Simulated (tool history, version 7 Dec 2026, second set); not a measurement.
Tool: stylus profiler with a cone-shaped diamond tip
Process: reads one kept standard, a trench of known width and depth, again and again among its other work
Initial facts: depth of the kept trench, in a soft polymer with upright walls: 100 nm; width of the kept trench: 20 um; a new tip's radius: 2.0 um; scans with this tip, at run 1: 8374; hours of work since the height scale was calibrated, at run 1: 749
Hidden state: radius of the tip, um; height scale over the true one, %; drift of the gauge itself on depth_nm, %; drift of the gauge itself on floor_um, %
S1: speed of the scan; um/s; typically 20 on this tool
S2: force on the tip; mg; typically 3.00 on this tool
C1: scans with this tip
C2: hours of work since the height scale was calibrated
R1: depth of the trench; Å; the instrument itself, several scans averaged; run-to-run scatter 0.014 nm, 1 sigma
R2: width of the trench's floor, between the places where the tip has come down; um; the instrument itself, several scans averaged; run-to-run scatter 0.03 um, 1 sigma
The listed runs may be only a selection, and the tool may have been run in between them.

run    hour  S1    S2     C1    C2      R1     R2
  1     0.0  20  3.00   8374   749  1010.0  18.63
  2    62.5  16  3.00   8865   792  1009.8  18.67
  3   121.9   6  3.00   9331   834  1009.8  18.72
  4   202.7  20  3.00   9966   891  1010.0  18.71
  5   264.9  20  3.00  10454   934  1010.1  18.67
  6   350.7  20  3.00  11128   995  1009.8  18.63
  7   448.0  36  3.00  11892  1063  1010.2  18.64
  8   500.8  41  3.00  12306  1100  1010.2  18.60
  9   582.2  20  1.94  12945  1157  1007.5  18.65
 10   662.8  20  1.94  13579  1214  1007.5  18.63
 11   750.9  20  1.94  14270  1276  1007.6  18.70
      776.9  -- height scale calibrated on a step standard
      823.4  -- new tip fitted, height scale calibrated
 12   835.9  20  1.94     98     9  1007.7  18.68
 13   893.9  20  3.00    553    49  1010.3  18.69
 14   951.2  20  3.00   1003    90  1009.9  18.72
 15   991.9  20  3.00   1323   118  1010.3  18.67
 16  1080.2  45  8.88   2016   180  1020.8  18.68
 17  1173.1  45  8.88   2746   245  1020.8  18.69
 18  1226.7  51  3.49   3166   283  1011.0  18.58
 19  1315.9  10  2.11   3867   346  1007.9  18.71
 20  1374.1   5  7.97   4323   386  1019.3  18.74
 21  1447.2   5  1.05   4897   438  1005.0  18.72
 22  1525.6  43  1.48   5513   493  1006.3  18.59
 23  1600.7  76  8.42   6103   546  1020.4  18.59
 24  1694.5  38  1.73   6839   611  1006.9  18.59
 25  1734.4  35  1.12   7152   639  1005.2  18.57
 26  1774.1   6  1.69   7464   667  1006.9  18.72
 27  1852.2  16  1.95   8078   722  1007.5  18.66
 28  1944.6  16  1.95   8803   787  1007.4  18.65
 29  1990.4  16  1.95   9162   819  1007.4  18.69
 30  2040.8  52  5.30   9558   854  1014.7  18.63

Below are 4 alternative next runs, each starting from the tool's condition after run 30. Predict each:
  A  2131.8  13  3.17  10273  918   ?   ?
  B  2131.8  60  1.24  10273  918   ?   ?
  C  2131.8  56  7.45  10273  918   ?   ?
  D  2131.8  44  2.48  10273  918   ?   ?

run      R1     R2
  A  1010.4  18.72
  B  1005.6  18.53
  C  1018.6  18.66
  D  1008.7  18.63
What these runs would have given with no unlogged condition in the tool:
run      R1     R2
  A  1010.5  18.75
  B  1005.7  18.56
  C  1018.6  18.69
  D  1008.7  18.65

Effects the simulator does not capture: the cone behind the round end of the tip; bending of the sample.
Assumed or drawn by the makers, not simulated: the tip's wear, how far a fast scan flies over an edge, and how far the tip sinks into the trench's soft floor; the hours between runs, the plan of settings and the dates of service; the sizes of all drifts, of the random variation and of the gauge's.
